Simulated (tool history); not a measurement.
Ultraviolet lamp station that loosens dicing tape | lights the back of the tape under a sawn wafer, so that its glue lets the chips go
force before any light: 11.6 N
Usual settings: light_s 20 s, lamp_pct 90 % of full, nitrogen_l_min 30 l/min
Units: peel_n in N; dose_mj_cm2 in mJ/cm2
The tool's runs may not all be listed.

run,day,light_s,lamp_pct,nitrogen_l_min,peel_n,dose_mj_cm2
1,0,20,90,30,1.31,263
2,0.621,20,90,30,1.303,265
3,1.417,20,90,47,0.918,260
4,1.888,20,98,47,0.78,283
5,2.633,20,98,47,0.805,281
6,3.175,35,90,30,0.433,451
7,3.708,35,90,30,0.444,446
8,4.275,35,90,30,0.418,445
9,5.162,35,90,30,0.435,433
10,6.088,35,90,30,0.45,435
11,6.796,20,71,30,2.124,195
12,7.517,20,71,30,2.136,195
13,7.929,20,90,35,1.301,244
14,8.654,20,87,30,1.627,232
15,9.346,20,87,30,1.61,236
16,10.05,20,87,30,1.615,230
17,10.679,20,87,30,1.632,230
18,11.558,20,87,18,2.333,226
19,12.217,17,90,30,2.108,199
20,12.862,17,90,30,2.103,201
21,13.25,20,90,30,1.575,235
22,13.8,20,90,30,1.619,234
23,14.279,20,85,44,1.431,217
24,14.854,20,85,44,1.398,217
25,15.354,29,90,22,1.038,330
26,15.938,29,90,22,1.079,328
27,16.367,23,73,12,3.468,208
28,17.108,20,78,10,4,195
29,17.683,20,96,12,3.006,239
30,18.262,20,77,30,2.143,190
31,18.733,20,77,30,2.343,186
32,19.496,20,96,10,3.45,230
33,20.204,20,90,9,3.762,216
# day 20.625: window cleaned of glue's vapour
34,20.871,22,63,30,2.085,201
35,21.658,32,61,54,0.741,277
36,22.312,11,68,36,4.263,108
37,22.812,11,93,23,3.648,143
38,23.517,20,65,30,2.378,183
39,24.229,16,90,15,3.158,198
40,25.117,16,90,15,3.298,198
41,25.804,16,90,15,3.306,200
42,26.362,16,90,36,1.89,199
43,27.192,16,90,36,1.898,195

3 ways to go on from here, each from the tool as it stands after run 43. What would each give?
A,28.046,36,69,32,?,?
B,28.046,20,78,13,?,?
C,28.046,24,62,30,?,?

run,peel_n,dose_mj_cm2
A,0.73,330
B,3.367,208
C,2.116,198
Without the tool's hidden state the same runs would have given:
run,peel_n,dose_mj_cm2
A,0.36,469
B,2.032,296
C,1.111,282
